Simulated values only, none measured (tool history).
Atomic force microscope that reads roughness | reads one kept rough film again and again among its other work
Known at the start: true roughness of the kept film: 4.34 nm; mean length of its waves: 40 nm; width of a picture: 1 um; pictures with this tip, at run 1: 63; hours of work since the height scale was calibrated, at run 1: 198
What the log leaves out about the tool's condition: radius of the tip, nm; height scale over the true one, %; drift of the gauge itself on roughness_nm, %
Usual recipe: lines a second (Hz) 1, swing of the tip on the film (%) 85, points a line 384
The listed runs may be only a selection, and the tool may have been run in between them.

run	day	lines a second (Hz)	swing of the tip on the film (%)	points a line	pictures with this tip	hours of work since the height scale was calibrated	roughness of the kept film (nm (root mean square))
1	0	1	85	384	63	198	3.639
2	0.317	1	85	384	74	203	3.609
# day 0.542: new tip fitted
3	0.583	1	85	384	2	207	3.631
4	0.95	1	85	1021	15	213	3.609
5	1.325	1.68	85	1021	28	219	3.418
6	1.579	1.68	85	1021	37	223	3.425
7	1.892	1.68	85	1021	47	228	3.41
8	2.217	1.68	85	1021	59	233	3.392
9	2.433	1.68	85	1021	66	236	3.401
10	2.692	1	85	384	75	240	3.604
# day 2.862: new tip fitted
11	3.029	1	85	384	6	245	3.624
12	3.383	3.78	85	384	18	251	2.872
13	3.708	3.78	85	384	29	256	2.863
14	3.933	3.78	85	384	37	260	2.85
15	4.188	1	87	384	46	264	3.58
16	4.462	1	87	384	55	268	3.587
17	4.696	1	87	384	64	272	3.622
18	5.062	1	87	384	76	277	3.588
# day 5.217: new tip fitted
19	5.417	1	87	384	7	283	3.591
20	5.7	1	75	384	17	287	3.755
21	5.917	1	85	576	25	291	3.628
22	6.15	1	85	576	33	294	3.633
23	6.475	1.56	85	576	44	299	3.444
24	6.842	1.56	85	576	57	305	3.398
25	7.133	1	72	384	67	310	3.789
26	7.358	1.67	72	384	75	313	3.658
# day 7.538: new tip fitted
27	7.671	1	85	681	4	318	3.654
28	7.854	1	85	681	11	321	3.621
29	8.038	1	85	681	17	324	3.638

Estimate the outcome of run 30 from the log above:
30	8.192	0.84	85	476	22	326	?

{"run 30": {"roughness of the kept film (nm (root mean square))": 3.708}}
With the hidden condition absent and the run-to-run variation left alone, this run would have shown roughness of the kept film (nm (root mean square)) 3.711.
